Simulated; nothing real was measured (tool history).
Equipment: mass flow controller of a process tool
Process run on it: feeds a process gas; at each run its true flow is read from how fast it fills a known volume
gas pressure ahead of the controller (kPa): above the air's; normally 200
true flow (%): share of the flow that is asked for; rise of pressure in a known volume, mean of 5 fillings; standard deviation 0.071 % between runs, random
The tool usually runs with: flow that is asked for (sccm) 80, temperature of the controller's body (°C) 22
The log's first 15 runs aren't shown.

run    hour  flow that is asked for (sccm)  gas pressure ahead of the controller (kPa)  temperature of the controller's body (°C)  true flow (%)
 16  4249.2                             75                                         200                                         22          99.56
 17  4435.9                             80                                         200                                         22          99.57
 18  4714.7                             80                                         200                                         34          98.87
 19  5006.6                             80                                         200                                         34           98.8
 20  5257.8                             80                                         200                                         34          98.79
 21  5429.3                             80                                         153                                         22           99.7
 22    5780                             80                                         153                                         22          99.69
     5833.5  -- controller's zero set anew
 23  6173.7                             80                                         153                                         22          99.92
 24    6488                             80                                         153                                         22           99.8
 25  6778.2                             80                                         153                                         22          99.76
 26  7136.5                             80                                         153                                         22          99.88
 27  7434.7                             12                                         173                                         36          96.71
 28  7605.5                             12                                         173                                         26          97.29

Forecast run 29:
 29  7975.5                             30                                         229                                         24              ?

true flow (%): 97.6
With no hidden state in the tool, this same run would have given true flow (%) 97.58.
